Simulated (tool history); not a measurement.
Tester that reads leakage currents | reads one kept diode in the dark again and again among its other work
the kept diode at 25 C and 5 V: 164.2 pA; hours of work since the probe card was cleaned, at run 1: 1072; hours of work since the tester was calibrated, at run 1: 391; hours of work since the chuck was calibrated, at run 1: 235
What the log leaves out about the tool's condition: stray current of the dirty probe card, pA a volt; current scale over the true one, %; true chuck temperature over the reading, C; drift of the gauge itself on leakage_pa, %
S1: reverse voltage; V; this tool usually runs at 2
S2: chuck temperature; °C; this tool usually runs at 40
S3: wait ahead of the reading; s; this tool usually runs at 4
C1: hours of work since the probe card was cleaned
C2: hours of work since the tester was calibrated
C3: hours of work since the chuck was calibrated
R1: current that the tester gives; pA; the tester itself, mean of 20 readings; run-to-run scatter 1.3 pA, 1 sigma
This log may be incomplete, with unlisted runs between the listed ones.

run	hour	S1	S2	S3	C1	C2	C3	R1
1	0	2	40	4	1072	391	235	411.99
2	154.6	2	40	4	1172	491	336	405.43
# hour 238.1: probe card cleaned and baked
3	312.8	2	40	4	48	591	436	394.2
4	425.1	2	40	4	121	664	509	392.59
5	569.8	2	40	0.64	215	758	603	388.06
6	667.9	2	40	0.64	279	822	666	382.16
7	812.4	2	34	4	372	915	760	221.69
# hour 868.6: chuck's temperature calibrated
8	905.1	2	40	4	431	974	24	428.72
9	999	2	40	4	492	1035	85	424.36
10	1102.6	6.18	33	7.81	559	1102	152	383.05
11	1232.7	3.28	34	0.46	644	1187	236	310.98
12	1351.2	3.46	22	0.63	721	1264	313	106.14
13	1423	3.46	22	0.63	767	1310	360	105.31
14	1527.7	2.6	49	4	835	1378	427	972.45
15	1605.2	3.92	35	2.2	885	1428	478	353.83
16	1688.3	1.05	41	4	939	1482	532	319.02
17	1836.6	1.05	41	4	1035	1578	628	317.04

Consider 4 possible next runs. They are alternatives, not a sequence: every one starts from the tool as it was left by run 17. What does each give?
A	1951.1	1.61	31	3.23	1110	1653	702	?
B	1951.1	4.91	41	7.85	1110	1653	702	?
C	1951.1	6.97	40	4	1110	1653	702	?
D	1951.1	1.05	59	1.64	1110	1653	702	?

run	R1
A	157.19
B	641.6
C	692.19
D	1359.34
Without the tool's hidden state the same runs would have given:
run	R1
A	171.44
B	699.11
C	750.88
D	1487.53
